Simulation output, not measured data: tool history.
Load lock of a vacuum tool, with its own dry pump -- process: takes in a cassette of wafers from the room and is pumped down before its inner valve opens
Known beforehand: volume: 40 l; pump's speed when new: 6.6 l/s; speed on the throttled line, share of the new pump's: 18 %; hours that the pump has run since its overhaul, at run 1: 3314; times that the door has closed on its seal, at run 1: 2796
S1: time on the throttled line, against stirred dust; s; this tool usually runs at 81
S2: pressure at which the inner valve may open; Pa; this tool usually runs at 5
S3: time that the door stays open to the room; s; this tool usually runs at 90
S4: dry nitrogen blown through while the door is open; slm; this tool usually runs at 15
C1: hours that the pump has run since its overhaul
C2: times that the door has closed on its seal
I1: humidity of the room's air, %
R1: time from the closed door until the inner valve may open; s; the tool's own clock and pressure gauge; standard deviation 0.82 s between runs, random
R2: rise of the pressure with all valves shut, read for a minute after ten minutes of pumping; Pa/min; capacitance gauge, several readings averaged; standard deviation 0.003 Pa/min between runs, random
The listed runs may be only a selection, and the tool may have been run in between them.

run 1 hour=0.0 | S1=81 S2=5 S3=90 S4=15 | C1=3314 C2=2796 | I1=45.2 | R1=126.4 R2=0.039
run 2 hour=141.4 | S1=81 S2=5 S3=90 S4=15 | C1=3456 C2=2977 | I1=43.8 | R1=127.6 R2=0.035
run 3 hour=217.3 | S1=81 S2=5 S3=90 S4=6 | C1=3531 C2=3075 | I1=49.0 | R1=128.3 R2=0.047
run 4 hour=386.6 | S1=81 S2=5 S3=90 S4=15 | C1=3701 C2=3292 | I1=41.8 | R1=128.2 R2=0.038
run 5 hour=501.7 | S1=81 S2=10 S3=90 S4=15 | C1=3816 C2=3439 | I1=41.2 | R1=122.5 R2=0.040
run 6 hour=648.3 | S1=81 S2=5 S3=90 S4=8 | C1=3962 C2=3627 | I1=43.9 | R1=127.1 R2=0.047
run 7 hour=778.7 | S1=81 S2=5 S3=90 S4=8 | C1=4093 C2=3795 | I1=45.3 | R1=127.8 R2=0.043
run 8 hour=855.9 | S1=113 S2=5 S3=90 S4=15 | C1=4170 C2=3894 | I1=44.4 | R1=152.1 R2=0.043
run 9 hour=992.0 | S1=113 S2=5 S3=90 S4=15 | C1=4306 C2=4068 | I1=43.9 | R1=154.8 R2=0.037
run 10 hour=1134.3 | S1=81 S2=5 S3=90 S4=15 | C1=4448 C2=4251 | I1=40.1 | R1=126.1 R2=0.033
run 11 hour=1281.1 | S1=81 S2=5 S3=90 S4=15 | C1=4595 C2=4439 | I1=44.8 | R1=127.3 R2=0.033
run 12 hour=1386.6 | S1=81 S2=5 S3=90 S4=15 | C1=4701 C2=4574 | I1=44.2 | R1=127.6 R2=0.036
run 13 hour=1511.7 | S1=81 S2=4 S3=90 S4=15 | C1=4826 C2=4735 | I1=41.1 | R1=129.0 R2=0.036
run 14 hour=1677.6 | S1=81 S2=5 S3=90 S4=6 | C1=4992 C2=4948 | I1=43.0 | R1=128.3 R2=0.043
run 15 hour=1810.5 | S1=81 S2=5 S3=90 S4=15 | C1=5125 C2=5118 | I1=46.7 | R1=128.3 R2=0.039
run 16 hour=1931.2 | S1=81 S2=5 S3=90 S4=15 | C1=5245 C2=5273 | I1=49.0 | R1=126.8 R2=0.042
run 17 hour=2066.4 | S1=81 S2=5 S3=90 S4=15 | C1=5381 C2=5446 | I1=46.5 | R1=127.6 R2=0.046
run 18 hour=2210.1 | S1=81 S2=5 S3=90 S4=15 | C1=5524 C2=5631 | I1=43.0 | R1=127.5 R2=0.044
run 19 hour=2305.7 | S1=81 S2=9 S3=90 S4=15 | C1=5620 C2=5753 | I1=43.7 | R1=124.2 R2=0.040
run 20 hour=2470.2 | S1=101 S2=5 S3=90 S4=15 | C1=5784 C2=5964 | I1=43.8 | R1=143.5 R2=0.036
run 21 hour=2554.3 | S1=91 S2=5 S3=90 S4=14 | C1=5868 C2=6072 | I1=44.1 | R1=136.7 R2=0.038
run 22 hour=2705.2 | S1=81 S2=5 S3=90 S4=9 | C1=6019 C2=6266 | I1=43.5 | R1=128.4 R2=0.042
run 23 hour=2798.1 | S1=145 S2=7 S3=188 S4=33 | C1=6112 C2=6385 | I1=43.9 | R1=177.7 R2=0.047
run 24 hour=2891.5 | S1=64 S2=5 S3=90 S4=7 | C1=6206 C2=6505 | I1=38.9 | R1=114.6 R2=0.036
run 25 hour=3058.5 | S1=98 S2=5 S3=163 S4=16 | C1=6373 C2=6719 | I1=46.5 | R1=141.2 R2=0.061
run 26 hour=3164.0 | S1=98 S2=5 S3=124 S4=9 | C1=6478 C2=6854 | I1=44.5 | R1=142.6 R2=0.054
run 27 hour=3278.2 | S1=81 S2=8 S3=42 S4=15 | C1=6592 C2=7001 | I1=44.7 | R1=125.0 R2=0.020
run 28 hour=3427.0 | S1=81 S2=7 S3=90 S4=28 | C1=6741 C2=7191 | I1=46.2 | R1=124.4 R2=0.031
run 29 hour=3520.1 | S1=155 S2=5 S3=90 S4=16 | C1=6834 C2=7311 | I1=46.3 | R1=186.8 R2=0.033
run 30 hour=3621.8 | S1=81 S2=5 S3=90 S4=7 | C1=6936 C2=7441 | I1=43.5 | R1=125.0 R2=0.047
run 31 hour=3732.2 | S1=81 S2=5 S3=90 S4=6 | C1=7046 C2=7583 | I1=46.3 | R1=128.4 R2=0.046
run 32 hour=3846.2 | S1=81 S2=5 S3=90 S4=6 | C1=7160 C2=7729 | I1=48.7 | R1=125.9 R2=0.050
run 33 hour=3969.0 | S1=81 S2=5 S3=90 S4=6 | C1=7283 C2=7887 | I1=49.6 | R1=127.0 R2=0.055
run 34 hour=4074.8 | S1=79 S2=7 S3=37 S4=17 | C1=7389 C2=8022 | I1=44.0 | R1=123.0 R2=0.017
run 35 hour=4164.1 | S1=128 S2=9 S3=35 S4=5 | C1=7478 C2=8137 | I1=44.9 | R1=162.5 R2=0.028
run 36 hour=4250.3 | S1=120 S2=5 S3=90 S4=21 | C1=7564 C2=8248 | I1=44.0 | R1=160.6 R2=0.036

Predict each of these 5 candidate next runs independently; none follows another, all start after run 36:
run A hour=4359.7 | S1=143 S2=5 S3=90 S4=21 | C1=7674 C2=8388 | I1=46.4 | R1=? R2=?
run B hour=4359.7 | S1=120 S2=5 S3=151 S4=21 | C1=7674 C2=8388 | I1=46.6 | R1=? R2=?
run C hour=4359.7 | S1=81 S2=9 S3=90 S4=16 | C1=7674 C2=8388 | I1=41.3 | R1=? R2=?
run D hour=4359.7 | S1=82 S2=5 S3=90 S4=15 | C1=7674 C2=8388 | I1=45.0 | R1=? R2=?
run E hour=4359.7 | S1=120 S2=5 S3=90 S4=38 | C1=7674 C2=8388 | I1=44.8 | R1=? R2=?

run=A R1=177.6 R2=0.036
run=B R1=160.2 R2=0.051
run=C R1=124.1 R2=0.037
run=D R1=128.2 R2=0.033
run=E R1=159.4 R2=0.028
What these runs would have given with no unlogged condition in the tool:
run=A R1=177.6 R2=0.035
run=B R1=160.2 R2=0.051
run=C R1=124.1 R2=0.037
run=D R1=128.1 R2=0.032
run=E R1=159.4 R2=0.028
